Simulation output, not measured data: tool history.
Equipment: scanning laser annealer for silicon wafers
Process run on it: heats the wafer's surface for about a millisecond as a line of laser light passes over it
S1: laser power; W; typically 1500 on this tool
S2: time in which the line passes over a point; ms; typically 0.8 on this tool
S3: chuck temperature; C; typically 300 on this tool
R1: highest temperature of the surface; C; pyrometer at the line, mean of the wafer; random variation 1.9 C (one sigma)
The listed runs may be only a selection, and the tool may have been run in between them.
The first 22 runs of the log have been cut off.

Run 23, day 17.592: usual settings but S1 1648 W, S2 0.858 ms, S3 337 C. Result: R1 1249 C.
At day 18.55: window over the wafer cleaned.
Run 24, day 18.662: usual settings but S2 0.875 ms. Result: R1 1156 C.
Run 25, day 19.188: usual settings but S2 0.875 ms. Result: R1 1154 C.
Run 26, day 19.767: usual settings but S1 1337 W. Result: R1 1024 C.
Run 27, day 20.417: usual settings but S1 1337 W. Result: R1 1020 C.
Run 28, day 21.021: usual settings but S1 1337 W, S3 263 C. Result: R1 982 C.
Run 29, day 21.562: usual settings but S1 1376 W, S2 0.698 ms, S3 271 C. Result: R1 957 C.
Run 30, day 22.021: usual settings but S1 1376 W, S2 0.698 ms, S3 271 C. Result: R1 958 C.
Run 31, day 23.029: usual settings but S1 1619 W, S2 0.717 ms, S3 308 C. Result: R1 1129 C.
Run 32, day 23.583: usual settings but S1 1619 W, S2 0.754 ms, S3 272 C. Result: R1 1120 C.
Run 33, day 24.033: usual settings but S1 1645 W, S2 0.855 ms, S3 314 C. Result: R1 1239 C.
Run 34, day 24.85: usual settings but S1 1645 W, S2 0.855 ms, S3 314 C. Result: R1 1239 C.
Run 35, day 25.733: usual settings but S1 1578 W, S2 0.65 ms, S3 316 C. Result: R1 1074 C.
Run 36, day 26.412: usual settings but S1 1578 W, S2 0.65 ms, S3 316 C. Result: R1 1075 C.
Run 37, day 27.408: usual settings but S1 1578 W, S2 0.605 ms, S3 261 C. Result: R1 990 C.
Run 38, day 28.212: usual settings but S1 1534 W, S2 0.81 ms, S3 273 C. Result: R1 1104 C.
Run 39, day 28.758: usual settings but S1 1362 W, S2 0.594 ms, S3 291 C. Result: R1 908 C.
Run 40, day 29.233: usual settings but S1 1362 W, S2 0.594 ms, S3 291 C. Result: R1 910 C.

Branching from run 40: 4 alternative next runs. What would each branch give?
Run A, day 29.912: usual settings but S1 1571 W, S2 0.903 ms, S3 321 C. Result: R1 ?.
Run B, day 29.912: usual settings but S1 1381 W, S2 0.882 ms, S3 291 C. Result: R1 ?.
Run C, day 29.912: usual settings but S1 1276 W, S2 0.998 ms, S3 325 C. Result: R1 ?.
Run D, day 29.912: usual settings but S2 0.834 ms. Result: R1 ?.

run    R1
  A  1225
  B  1072
  C  1096
  D  1123
With no hidden state in the tool, these same runs would have given:
run    R1
  A  1242
  B  1087
  C  1111
  D  1139
